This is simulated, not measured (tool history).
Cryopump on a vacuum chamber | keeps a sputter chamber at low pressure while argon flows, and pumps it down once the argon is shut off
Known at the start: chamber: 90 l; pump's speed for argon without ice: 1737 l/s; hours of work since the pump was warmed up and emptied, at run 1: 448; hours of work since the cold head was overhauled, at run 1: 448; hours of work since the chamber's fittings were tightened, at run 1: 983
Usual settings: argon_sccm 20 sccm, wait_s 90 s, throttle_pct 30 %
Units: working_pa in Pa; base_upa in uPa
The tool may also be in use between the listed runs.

| run | hour | argon_sccm | wait_s | throttle_pct | hours of work since the pump was warmed up and emptied | hours of work since the cold head was overhauled | hours of work since the chamber's fittings were tightened | working_pa | base_upa |
|---|---|---|---|---|---|---|---|---|---|
| 1 | 0 | 20 | 90 | 30 | 448 | 448 | 983 | 0.0691 | 2.38 |
| 2 | 67.8 | 20 | 90 | 30 | 483 | 483 | 1018 | 0.0701 | 2.45 |
| 3 | 121.3 | 14 | 90 | 30 | 510 | 510 | 1045 | 0.0489 | 2.56 |
| 4 | 175.9 | 34 | 90 | 30 | 538 | 538 | 1073 | 0.1191 | 2.54 |
| 5 | 226.8 | 34 | 90 | 30 | 564 | 564 | 1099 | 0.1208 | 2.6 |
| 6 | 264.9 | 26 | 90 | 30 | 583 | 583 | 1118 | 0.093 | 2.74 |
| 7 | 324.3 | 26 | 90 | 30 | 614 | 614 | 1148 | 0.0924 | 2.89 |
| 8 | 398.8 | 26 | 90 | 30 | 652 | 652 | 1186 | 0.0945 | 2.83 |
| 9 | 479.6 | 20 | 90 | 30 | 693 | 693 | 1228 | 0.0735 | 2.92 |
| 10 | 566.7 | 20 | 90 | 30 | 737 | 737 | 1272 | 0.0733 | 3.11 |
| 11 | 602.8 | 20 | 90 | 30 | 756 | 756 | 1290 | 0.0739 | 3.13 |
| 12 | 683.4 | 20 | 90 | 30 | 797 | 797 | 1331 | 0.075 | 3.27 |
|  | 727.3 | pump warmed up, emptied and cooled again |
| 13 | 765.3 | 20 | 90 | 30 | 19 | 836 | 1371 | 0.0653 | 2.51 |
| 14 | 852.1 | 20 | 234 | 30 | 64 | 880 | 1415 | 0.0655 | 2.05 |
|  | 893.5 | leaking fittings of the chamber tightened, without venting |
| 15 | 907.1 | 22 | 72 | 16 | 91 | 907 | 7 | 0.135 | 1.25 |
| 16 | 973.9 | 8 | 26 | 41 | 125 | 941 | 41 | 0.0189 | 3.16 |
| 17 | 1012.5 | 8 | 26 | 41 | 144 | 961 | 61 | 0.0192 | 3.37 |
| 18 | 1050.1 | 18 | 116 | 41 | 164 | 980 | 80 | 0.0452 | 0.95 |
| 19 | 1130.6 | 18 | 116 | 41 | 205 | 1021 | 121 | 0.0448 | 0.99 |
| 20 | 1215.8 | 18 | 116 | 41 | 248 | 1065 | 164 | 0.0457 | 1.07 |
| 21 | 1256.1 | 21 | 61 | 15 | 269 | 1085 | 185 | 0.1392 | 1.69 |
| 22 | 1329.1 | 12 | 237 | 37 | 306 | 1123 | 222 | 0.0333 | 0.87 |
| 23 | 1381.7 | 10 | 90 | 24 | 333 | 1149 | 249 | 0.0419 | 1.36 |
| 24 | 1430.1 | 16 | 183 | 55 | 357 | 1174 | 274 | 0.0303 | 0.97 |
| 25 | 1511.2 | 16 | 183 | 55 | 399 | 1215 | 315 | 0.0306 | 1.08 |
| 26 | 1550.6 | 16 | 183 | 55 | 419 | 1235 | 335 | 0.0323 | 1.06 |
| 27 | 1625.9 | 32 | 32 | 55 | 457 | 1274 | 373 | 0.0628 | 3.18 |

3 ways to go on from here, each from the tool as it stands after run 27. What would each give?
| A | 1680 | 40 | 90 | 49 | 485 | 1301 | 401 | ? | ? |
| B | 1680 | 10 | 39 | 55 | 485 | 1301 | 401 | ? | ? |
| C | 1680 | 24 | 98 | 50 | 485 | 1301 | 401 | ? | ? |

| run | working_pa | base_upa |
|---|---|---|
| A | 0.0896 | 1.7 |
| B | 0.0206 | 2.81 |
| C | 0.0527 | 1.52 |
Without the tool's hidden state the same runs would have given:
| run | working_pa | base_upa |
|---|---|---|
| A | 0.0793 | 1.1 |
| B | 0.0181 | 2.22 |
| C | 0.0466 | 0.95 |
